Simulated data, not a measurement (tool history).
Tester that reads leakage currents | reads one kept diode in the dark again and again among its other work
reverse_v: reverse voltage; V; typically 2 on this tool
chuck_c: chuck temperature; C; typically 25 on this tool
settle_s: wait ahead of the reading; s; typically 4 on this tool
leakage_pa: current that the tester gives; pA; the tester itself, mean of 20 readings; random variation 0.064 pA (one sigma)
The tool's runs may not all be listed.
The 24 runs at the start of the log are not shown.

{"run": 25, "hour": 600.5, "reverse_v": 11.82, "chuck_c": 40, "settle_s": 4, "leakage_pa": 75.73}
{"run": 26, "hour": 628.1, "reverse_v": 1.09, "chuck_c": 50, "settle_s": 1.22, "leakage_pa": 55.56}
{"hour": 642.1, "done": "probe card cleaned and baked, once more"}
{"run": 27, "hour": 654.8, "reverse_v": 3.88, "chuck_c": 34, "settle_s": 0.84, "leakage_pa": 33.95}
{"run": 28, "hour": 687.8, "reverse_v": 11.84, "chuck_c": 51, "settle_s": 4, "leakage_pa": 149.62}
{"run": 29, "hour": 705.1, "reverse_v": 11.84, "chuck_c": 51, "settle_s": 4, "leakage_pa": 149.81}
{"run": 30, "hour": 731.3, "reverse_v": 11.84, "chuck_c": 26, "settle_s": 4, "leakage_pa": 29.82}
{"run": 31, "hour": 756.0, "reverse_v": 11.84, "chuck_c": 57, "settle_s": 4, "leakage_pa": 213.9}
{"run": 32, "hour": 772.2, "reverse_v": 14.86, "chuck_c": 42, "settle_s": 4, "leakage_pa": 93.86}
{"run": 33, "hour": 790.2, "reverse_v": 1.05, "chuck_c": 22, "settle_s": 0.33, "leakage_pa": 9.6}
{"run": 34, "hour": 814.4, "reverse_v": 15.18, "chuck_c": 55, "settle_s": 1.1, "leakage_pa": 214}
{"run": 35, "hour": 836.0, "reverse_v": 5.62, "chuck_c": 25, "settle_s": 4, "leakage_pa": 20.61}
{"run": 36, "hour": 865.5, "reverse_v": 1.12, "chuck_c": 26, "settle_s": 3.29, "leakage_pa": 11.61}
{"run": 37, "hour": 894.3, "reverse_v": 2, "chuck_c": 33, "settle_s": 0.35, "leakage_pa": 25.56}
{"run": 38, "hour": 910.6, "reverse_v": 13.88, "chuck_c": 55, "settle_s": 1.05, "leakage_pa": 206.99}
{"run": 39, "hour": 926.3, "reverse_v": 3.23, "chuck_c": 34, "settle_s": 4, "leakage_pa": 30.23}
{"run": 40, "hour": 950.6, "reverse_v": 2, "chuck_c": 25, "settle_s": 2.3, "leakage_pa": 13.58}
{"run": 41, "hour": 973.4, "reverse_v": 2, "chuck_c": 58, "settle_s": 0.62, "leakage_pa": 114.6}

Each row is a separate what-if for the run after 41, all from the same tool condition, not one after another. Results?
{"run": "A", "hour": 1007.0, "reverse_v": 6.04, "chuck_c": 40, "settle_s": 5.12, "leakage_pa": "?"}
{"run": "B", "hour": 1007.0, "reverse_v": 2, "chuck_c": 58, "settle_s": 1.29, "leakage_pa": "?"}
{"run": "C", "hour": 1007.0, "reverse_v": 2, "chuck_c": 25, "settle_s": 1.87, "leakage_pa": "?"}

run=A leakage_pa=57.82
run=B leakage_pa=113.21
run=C leakage_pa=13.73
Take away the tool's hidden state, keep each run's random variation, and the runs would have read:
run=A leakage_pa=56.69
run=B leakage_pa=111.42
run=C leakage_pa=13.43
